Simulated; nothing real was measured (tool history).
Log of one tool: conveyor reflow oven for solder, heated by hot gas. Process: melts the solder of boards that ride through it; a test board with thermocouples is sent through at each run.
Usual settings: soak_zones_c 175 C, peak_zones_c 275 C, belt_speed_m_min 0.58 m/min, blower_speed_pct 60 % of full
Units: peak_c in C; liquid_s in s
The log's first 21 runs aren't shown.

run    hour  soak_zones_c  peak_zones_c  belt_speed_m_min  blower_speed_pct  peak_c  liquid_s
 22  1443.9           175           275              0.58                63   251.1        52
 23  1525.5           186           283             0.698                69   254.1      47.3
 24    1610           186           283             0.698                69   253.7      47.1
 25  1664.9           186           283             0.698                69   253.3      46.9
     1715.8  -- flux residue cleaned out of gas plates and filters
 26  1745.7           175           275              0.58                60   250.3      51.2
 27  1801.2           170           275              0.63                85   253.8      48.8
 28  1890.2           170           275              0.63                85   253.4      48.8
 29  1957.5           170           275              0.63                85   252.9      48.3
 30  2007.1           170           275              0.63                85   252.7      48.2
 31  2075.8           169           273             0.662                61     240      33.5

Forecast each of these 3 alternatives for the next run:
     2132.5  -- flux residue cleaned out of gas plates and filters
  A  2147.9           169           275             0.517                63       ?         ?
     2132.5  -- flux residue cleaned out of gas plates and filters
  B  2147.9           169           278             0.662                61       ?         ?
     2132.5  -- flux residue cleaned out of gas plates and filters
  C  2147.9           168           263              0.58                60       ?         ?

run  peak_c  liquid_s
  A   254.6      60.1
  B   245.4      38.8
  C   238.9      38.9
Without the tool's hidden state the same runs would have given:
run  peak_c  liquid_s
  A   254.7      59.7
  B   245.5      38.5
  C     239      38.6

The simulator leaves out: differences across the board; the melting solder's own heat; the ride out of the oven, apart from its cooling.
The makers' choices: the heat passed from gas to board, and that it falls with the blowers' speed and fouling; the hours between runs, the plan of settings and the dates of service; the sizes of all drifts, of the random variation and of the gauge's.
